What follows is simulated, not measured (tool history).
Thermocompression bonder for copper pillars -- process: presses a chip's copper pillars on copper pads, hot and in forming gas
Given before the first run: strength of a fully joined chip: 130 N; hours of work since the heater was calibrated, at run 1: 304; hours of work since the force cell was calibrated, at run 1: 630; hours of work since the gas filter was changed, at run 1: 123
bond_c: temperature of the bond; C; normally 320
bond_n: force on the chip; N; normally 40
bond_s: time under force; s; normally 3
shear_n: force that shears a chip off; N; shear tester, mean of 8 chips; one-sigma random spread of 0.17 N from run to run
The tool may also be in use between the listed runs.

| run | hour | bond_c | bond_n | bond_s | hours of work since the heater was calibrated | hours of work since the force cell was calibrated | hours of work since the gas filter was changed | shear_n |
|---|---|---|---|---|---|---|---|---|
| 1 | 0.0 | 320 | 40 | 3 | 304 | 630 | 123 | 63.7 |
| 2 | 31.5 | 320 | 40 | 3 | 326 | 652 | 145 | 63.9 |
| 3 | 60.0 | 320 | 40 | 3 | 346 | 672 | 165 | 63.6 |
| 4 | 91.3 | 320 | 40 | 3 | 368 | 694 | 187 | 63.3 |
| 5 | 124.5 | 320 | 40 | 3 | 391 | 717 | 210 | 63.3 |
| 6 | 161.7 | 320 | 40 | 3 | 417 | 742 | 236 | 62.9 |
| 7 | 180.1 | 320 | 40 | 3 | 429 | 755 | 249 | 62.8 |
| 8 | 203.0 | 320 | 40 | 3 | 445 | 771 | 265 | 62.9 |
|  | 207.6 | force cell calibrated |
| 9 | 230.3 | 320 | 40 | 3 | 463 | 16 | 282 | 62.1 |
|  | 246.5 | forming gas filter changed |
| 10 | 267.4 | 320 | 40 | 3 | 489 | 41 | 15 | 64.7 |
| 11 | 284.0 | 320 | 40 | 3 | 500 | 53 | 26 | 64.4 |
| 12 | 303.7 | 320 | 40 | 3 | 514 | 66 | 40 | 64.3 |
|  | 339.2 | force cell calibrated, once more |
| 13 | 340.8 | 320 | 40 | 3 | 539 | 1 | 64 | 66.7 |
| 14 | 374.2 | 319 | 46 | 9 | 562 | 24 | 88 | 95.9 |
| 15 | 397.8 | 320 | 40 | 7 | 578 | 41 | 104 | 85.6 |
| 16 | 420.7 | 308 | 53 | 6 | 594 | 57 | 120 | 83.9 |
| 17 | 452.1 | 320 | 40 | 2 | 616 | 78 | 142 | 57.2 |
| 18 | 478.0 | 320 | 40 | 2 | 634 | 96 | 160 | 56.9 |
| 19 | 512.0 | 295 | 37 | 2 | 658 | 120 | 183 | 40.5 |
| 20 | 538.9 | 295 | 37 | 2 | 676 | 139 | 202 | 40.3 |
| 21 | 569.5 | 295 | 37 | 2 | 697 | 160 | 223 | 40.5 |
| 22 | 586.7 | 295 | 37 | 2 | 709 | 172 | 235 | 40.3 |
| 23 | 616.8 | 310 | 46 | 2 | 730 | 193 | 256 | 54.5 |
| 24 | 647.2 | 320 | 40 | 5 | 751 | 214 | 277 | 76.0 |
|  | 671.8 | forming gas filter changed |
| 25 | 683.6 | 327 | 40 | 6 | 776 | 239 | 8 | 88.3 |
| 26 | 706.3 | 329 | 44 | 4 | 792 | 255 | 24 | 83.3 |

Here are 4 independent what-if runs from the current tool condition. What would each one return?
| A | 744.2 | 306 | 40 | 3 | 819 | 281 | 50 | ? |
| B | 744.2 | 320 | 40 | 4 | 819 | 281 | 50 | ? |
| C | 744.2 | 290 | 25 | 2 | 819 | 281 | 50 | ? |
| D | 744.2 | 347 | 33 | 7 | 819 | 281 | 50 | ? |

| run | shear_n |
|---|---|
| A | 58.1 |
| B | 73.4 |
| C | 30.1 |
| D | 96.4 |
With the hidden condition removed and each run's random variation left untouched, the same runs would have given:
| run | shear_n |
|---|---|
| A | 56.9 |
| B | 72.3 |
| C | 29.2 |
| D | 95.8 |
